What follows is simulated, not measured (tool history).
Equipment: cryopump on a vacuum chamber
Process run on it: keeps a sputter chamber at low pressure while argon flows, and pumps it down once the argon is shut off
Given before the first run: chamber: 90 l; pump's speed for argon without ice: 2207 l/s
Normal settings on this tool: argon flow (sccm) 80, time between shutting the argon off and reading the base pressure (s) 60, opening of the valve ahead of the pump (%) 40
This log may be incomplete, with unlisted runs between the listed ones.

run    hour  argon flow (sccm)  time between shutting the argon off and reading the base pressure (s)  opening of the valve ahead of the pump (%)  pressure while argon flows (Pa)  pressure after the wait (uPa)
  1       0                 80                                                                     60                                          40                           0.1596                           1.14
  2      68                 80                                                                     60                                          40                            0.159                           1.14
  3   114.2                 80                                                                     54                                          40                           0.1605                           1.22
  4   173.3                 80                                                                     60                                          40                           0.1615                            1.2
  5   265.6                 80                                                                    172                                          40                           0.1625                           0.85
      334.5  -- pump warmed up, emptied and cooled again
  6   343.7                 80                                                                    172                                          40                           0.1541                           0.81
  7   403.8                 80                                                                    172                                          40                           0.1551                           0.86
  8   455.5                 80                                                                    172                                          52                           0.1196                           0.82
  9   541.9                 80                                                                     60                                          40                           0.1551                           1.19
 10   589.5                 80                                                                     60                                          40                            0.157                           1.18
 11   672.7                 33                                                                     60                                          40                           0.0651                           1.24
 12   747.6                 33                                                                     60                                          40                            0.066                           1.23
 13   802.5                 33                                                                     60                                          40                           0.0655                           1.32
 14   887.2                 33                                                                     60                                          40                           0.0661                           1.32
      916.5  -- leaking fittings of the chamber tightened, without venting
 15     934                157                                                                     60                                          40                           0.3144                           0.65
 16   997.2                 58                                                                     60                                          40                           0.1168                            0.7
 17  1047.8                143                                                                    290                                          28                           0.4074                           0.34
 18  1138.6                 80                                                                     47                                          40                           0.1638                           0.84
 19  1175.9                 59                                                                    117                                          30                           0.1577                           0.47
     1194.3  -- pump warmed up, emptied and cooled again
 20  1238.8                 59                                                                    117                                          30                           0.1523                           0.44
 21  1314.6                 59                                                                    117                                          30                           0.1503                           0.46
 22  1390.4                 59                                                                    117                                          30                           0.1525                           0.48
 23  1428.3                 33                                                                     89                                          26                           0.0987                           0.58
 24  1517.5                 83                                                                     42                                          37                            0.176                           1.02
 25  1594.4                 83                                                                     42                                          37                           0.1792                           1.01

Run 26 is up next; what results do you expect?
 26  1661.9                 83                                                                     86                                          44                                ?                              ?

Logged for run 26: pressure while argon flows (Pa) 0.1504, pressure after the wait (uPa) 0.64.
Without the tool's hidden state the same run would have given pressure while argon flows (Pa) 0.1439, pressure after the wait (uPa) 0.48.
